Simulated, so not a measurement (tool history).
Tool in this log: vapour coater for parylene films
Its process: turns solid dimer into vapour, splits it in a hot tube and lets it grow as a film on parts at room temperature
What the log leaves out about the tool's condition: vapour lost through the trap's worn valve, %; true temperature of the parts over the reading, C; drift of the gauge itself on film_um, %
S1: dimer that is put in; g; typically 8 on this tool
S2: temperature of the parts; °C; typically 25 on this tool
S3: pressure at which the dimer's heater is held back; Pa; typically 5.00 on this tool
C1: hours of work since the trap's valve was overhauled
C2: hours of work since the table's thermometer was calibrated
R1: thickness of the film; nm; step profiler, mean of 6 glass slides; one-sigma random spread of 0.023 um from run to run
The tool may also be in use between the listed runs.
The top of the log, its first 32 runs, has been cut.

run	day	S1	S2	S3	C1	C2	R1
33	39.421	7	33	11.19	107	1236	970
34	40.221	8	25	2.63	122	1252	1690
35	41.738	8	25	6.68	151	1280	1580
36	42.412	8	18	3.86	164	1293	2200
37	43.254	8	18	5.78	180	1309	2120
38	44.592	8	18	5.78	206	1335	2090
39	45.579	8	18	5.78	224	1354	2070
# day 46.167: trap's valve overhauled
40	46.512	4	25	6.51	7	1368	820
41	47.450	4	25	6.51	24	1386	810
42	48.683	4	25	6.51	48	1410	790
43	49.917	9	20	4.08	71	1433	2320
44	50.821	10	20	2.20	89	1450	2650
45	51.638	11	36	2.89	104	1466	1410

Alternative continuations, all from the tool just after run 45; predict every row:
A	52.825	4	35	2.61	127	1488	?
B	52.825	11	19	2.89	127	1488	?
C	52.825	7	36	2.89	127	1488	?
D	52.825	8	22	8.82	127	1488	?
E	52.825	8	32	6.74	127	1488	?

run	R1
A	540
B	2970
C	890
D	1770
E	1140
With no hidden state in the tool, these same runs would have given:
run	R1
A	560
B	3070
C	920
D	1830
E	1190

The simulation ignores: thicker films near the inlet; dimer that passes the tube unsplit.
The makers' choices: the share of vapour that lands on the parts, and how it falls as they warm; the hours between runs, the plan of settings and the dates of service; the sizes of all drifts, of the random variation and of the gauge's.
